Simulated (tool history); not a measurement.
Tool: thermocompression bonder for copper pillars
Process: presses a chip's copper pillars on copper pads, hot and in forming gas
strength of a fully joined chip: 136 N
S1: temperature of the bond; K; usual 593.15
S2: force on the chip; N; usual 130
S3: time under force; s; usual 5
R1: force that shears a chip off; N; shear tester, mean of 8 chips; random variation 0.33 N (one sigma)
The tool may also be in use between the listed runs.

run 1 hour=0.0 | S1=593.15 S2=130 S3=5 | R1=58.3
run 2 hour=24.9 | S1=593.15 S2=130 S3=5 | R1=59.3
run 3 hour=43.4 | S1=593.15 S2=130 S3=5 | R1=58.9
run 4 hour=71.4 | S1=593.15 S2=130 S3=5 | R1=59.2
run 5 hour=100.5 | S1=593.15 S2=130 S3=5 | R1=58.7
run 6 hour=125.8 | S1=593.15 S2=130 S3=9 | R1=72.5
-- hour=145.9 forming gas filter changed
run 7 hour=151.9 | S1=593.15 S2=130 S3=8 | R1=70.5
run 8 hour=164.8 | S1=593.15 S2=130 S3=5 | R1=58.9
run 9 hour=188.0 | S1=593.15 S2=130 S3=5 | R1=59.4
run 10 hour=213.0 | S1=584.15 S2=130 S3=13 | R1=76.6
run 11 hour=229.0 | S1=592.15 S2=104 S3=14 | R1=72.9
run 12 hour=258.4 | S1=569.15 S2=88 S3=8 | R1=42.8
run 13 hour=285.2 | S1=593.15 S2=101 S3=3 | R1=40.8
run 14 hour=316.0 | S1=593.15 S2=101 S3=3 | R1=40.0
-- hour=334.9 forming gas filter changed
run 15 hour=341.1 | S1=593.15 S2=101 S3=3 | R1=40.2
run 16 hour=359.8 | S1=593.15 S2=130 S3=15 | R1=86.2
run 17 hour=383.0 | S1=593.15 S2=130 S3=15 | R1=85.9

Forecast each of these 4 alternatives for the next run:
run A hour=399.3 | S1=583.15 S2=130 S3=15 | R1=?
run B hour=399.3 | S1=572.15 S2=130 S3=15 | R1=?
run C hour=399.3 | S1=593.15 S2=136 S3=5 | R1=?
run D hour=399.3 | S1=593.15 S2=100 S3=15 | R1=?

run=A R1=80.2
run=B R1=74.2
run=C R1=61.6
run=D R1=73.8
Without the tool's hidden state the same runs would have given:
run=A R1=79.1
run=B R1=73.2
run=C R1=60.7
run=D R1=72.8
